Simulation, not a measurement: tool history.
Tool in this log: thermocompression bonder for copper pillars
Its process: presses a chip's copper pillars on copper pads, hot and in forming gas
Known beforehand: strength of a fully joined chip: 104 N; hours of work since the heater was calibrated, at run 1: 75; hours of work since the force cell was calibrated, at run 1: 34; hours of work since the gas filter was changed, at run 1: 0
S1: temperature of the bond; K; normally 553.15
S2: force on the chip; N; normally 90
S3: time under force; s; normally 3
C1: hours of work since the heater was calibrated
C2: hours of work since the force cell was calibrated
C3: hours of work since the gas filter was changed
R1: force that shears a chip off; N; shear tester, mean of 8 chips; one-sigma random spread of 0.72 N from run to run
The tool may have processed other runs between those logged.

run 1 hour=0.0 | S1=553.15 S2=90 S3=3 | C1=75 C2=34 C3=0 | R1=52.4
run 2 hour=24.1 | S1=553.15 S2=90 S3=3 | C1=92 C2=51 C3=17 | R1=50.8
run 3 hour=48.7 | S1=553.15 S2=119 S3=3 | C1=109 C2=68 C3=34 | R1=57.1
run 4 hour=84.0 | S1=553.15 S2=119 S3=3 | C1=134 C2=92 C3=58 | R1=57.4
run 5 hour=137.4 | S1=542.15 S2=90 S3=3 | C1=171 C2=129 C3=95 | R1=42.7
run 6 hour=185.8 | S1=542.15 S2=90 S3=3 | C1=204 C2=163 C3=129 | R1=42.4
run 7 hour=225.9 | S1=542.15 S2=90 S3=3 | C1=232 C2=190 C3=156 | R1=42.6
run 8 hour=268.1 | S1=553.15 S2=90 S3=3 | C1=261 C2=219 C3=186 | R1=46.1
run 9 hour=299.0 | S1=553.15 S2=90 S3=3 | C1=282 C2=241 C3=207 | R1=45.1
run 10 hour=329.3 | S1=553.15 S2=90 S3=3 | C1=303 C2=262 C3=228 | R1=45.2
run 11 hour=353.2 | S1=553.15 S2=90 S3=3 | C1=320 C2=278 C3=245 | R1=45.0
run 12 hour=377.8 | S1=553.15 S2=123 S3=3 | C1=337 C2=295 C3=262 | R1=52.7
run 13 hour=415.5 | S1=553.15 S2=123 S3=3 | C1=363 C2=322 C3=288 | R1=53.5
-- hour=437.2 forming gas filter changed
run 14 hour=460.2 | S1=553.15 S2=123 S3=3 | C1=394 C2=352 C3=16 | R1=56.3
run 15 hour=504.2 | S1=566.15 S2=90 S3=2 | C1=424 C2=383 C3=46 | R1=48.7
run 16 hour=545.7 | S1=578.15 S2=90 S3=5 | C1=453 C2=411 C3=75 | R1=69.1
run 17 hour=584.2 | S1=578.15 S2=90 S3=5 | C1=480 C2=438 C3=102 | R1=70.5
run 18 hour=608.8 | S1=536.15 S2=95 S3=3 | C1=497 C2=455 C3=119 | R1=39.1
run 19 hour=639.5 | S1=553.15 S2=83 S3=3 | C1=518 C2=476 C3=140 | R1=44.7
run 20 hour=692.0 | S1=544.15 S2=90 S3=5 | C1=554 C2=513 C3=176 | R1=49.3
run 21 hour=744.4 | S1=544.15 S2=90 S3=5 | C1=591 C2=549 C3=213 | R1=47.7

Measured result minus the same run's result without the hidden state. Both carry the same run-to-run variation, though not necessarily the same gauge scatter:
Hidden state present: true temperature of the bond over the reading, C; force that reaches the chip, % of what is set; oxide that the forming gas leaves, % of the face; drift of the gauge itself on shear_n, %.
run=1 R1=-0.6
run=2 R1=-1.1
run=3 R1=-1.5
run=4 R1=-2.3
run=5 R1=-2.7
run=6 R1=-3.5
run=7 R1=-4.1
run=8 R1=-5.1
run=9 R1=-5.5
run=10 R1=-6.0
run=11 R1=-6.3
run=12 R1=-7.7
run=13 R1=-8.5
run=14 R1=-2.8
run=15 R1=-3.3
run=16 R1=-4.5
run=17 R1=-5.5
run=18 R1=-4.5
run=19 R1=-5.3
run=20 R1=-6.8
run=21 R1=-7.4
